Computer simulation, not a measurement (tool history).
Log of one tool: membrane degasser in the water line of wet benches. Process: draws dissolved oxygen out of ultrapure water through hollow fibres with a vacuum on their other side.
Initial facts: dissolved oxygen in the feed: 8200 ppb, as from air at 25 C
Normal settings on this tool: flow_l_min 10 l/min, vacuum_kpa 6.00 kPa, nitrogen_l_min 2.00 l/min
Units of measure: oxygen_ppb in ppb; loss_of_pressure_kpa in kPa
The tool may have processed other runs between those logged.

{"run": 1, "day": 0.0, "flow_l_min": 10, "vacuum_kpa": 6.0, "nitrogen_l_min": 2.0, "oxygen_ppb": 38.8, "loss_of_pressure_kpa": 65.88}
{"run": 2, "day": 4.683, "flow_l_min": 10, "vacuum_kpa": 6.0, "nitrogen_l_min": 2.0, "oxygen_ppb": 39.2, "loss_of_pressure_kpa": 65.7}
{"run": 3, "day": 10.821, "flow_l_min": 10, "vacuum_kpa": 6.0, "nitrogen_l_min": 2.0, "oxygen_ppb": 39.1, "loss_of_pressure_kpa": 65.74}
{"run": 4, "day": 17.542, "flow_l_min": 10, "vacuum_kpa": 6.0, "nitrogen_l_min": 2.0, "oxygen_ppb": 39.3, "loss_of_pressure_kpa": 65.19}
{"run": 5, "day": 24.171, "flow_l_min": 10, "vacuum_kpa": 6.0, "nitrogen_l_min": 1.5, "oxygen_ppb": 50.4, "loss_of_pressure_kpa": 65.25}
{"run": 6, "day": 28.729, "flow_l_min": 10, "vacuum_kpa": 6.0, "nitrogen_l_min": 3.09, "oxygen_ppb": 27.2, "loss_of_pressure_kpa": 66.11}
{"run": 7, "day": 35.442, "flow_l_min": 10, "vacuum_kpa": 6.0, "nitrogen_l_min": 3.09, "oxygen_ppb": 27.0, "loss_of_pressure_kpa": 66.28}
{"run": 8, "day": 42.567, "flow_l_min": 10, "vacuum_kpa": 6.0, "nitrogen_l_min": 2.0, "oxygen_ppb": 40.6, "loss_of_pressure_kpa": 65.79}
{"run": 9, "day": 47.412, "flow_l_min": 15, "vacuum_kpa": 6.0, "nitrogen_l_min": 2.0, "oxygen_ppb": 61.3, "loss_of_pressure_kpa": 98.48}
{"run": 10, "day": 54.938, "flow_l_min": 13, "vacuum_kpa": 5.27, "nitrogen_l_min": 2.0, "oxygen_ppb": 41.4, "loss_of_pressure_kpa": 85.59}
{"run": 11, "day": 60.608, "flow_l_min": 13, "vacuum_kpa": 5.27, "nitrogen_l_min": 2.0, "oxygen_ppb": 41.2, "loss_of_pressure_kpa": 85.43}
{"run": 12, "day": 65.762, "flow_l_min": 13, "vacuum_kpa": 5.27, "nitrogen_l_min": 2.0, "oxygen_ppb": 42.1, "loss_of_pressure_kpa": 85.35}
{"run": 13, "day": 69.546, "flow_l_min": 13, "vacuum_kpa": 5.27, "nitrogen_l_min": 2.0, "oxygen_ppb": 41.2, "loss_of_pressure_kpa": 85.69}
{"run": 14, "day": 76.238, "flow_l_min": 8, "vacuum_kpa": 12.4, "nitrogen_l_min": 3.8, "oxygen_ppb": 53.4, "loss_of_pressure_kpa": 52.66}

Run 15 comes next. What will it give?
{"run": 15, "day": 80.983, "flow_l_min": 8, "vacuum_kpa": 12.4, "nitrogen_l_min": 3.8, "oxygen_ppb": "?", "loss_of_pressure_kpa": "?"}

{"run 15": {"oxygen_ppb": 53.4, "loss_of_pressure_kpa": 52.65}}
Without the tool's hidden state the same run would have given oxygen_ppb 50.3 ppb, loss_of_pressure_kpa 51.75 kPa.
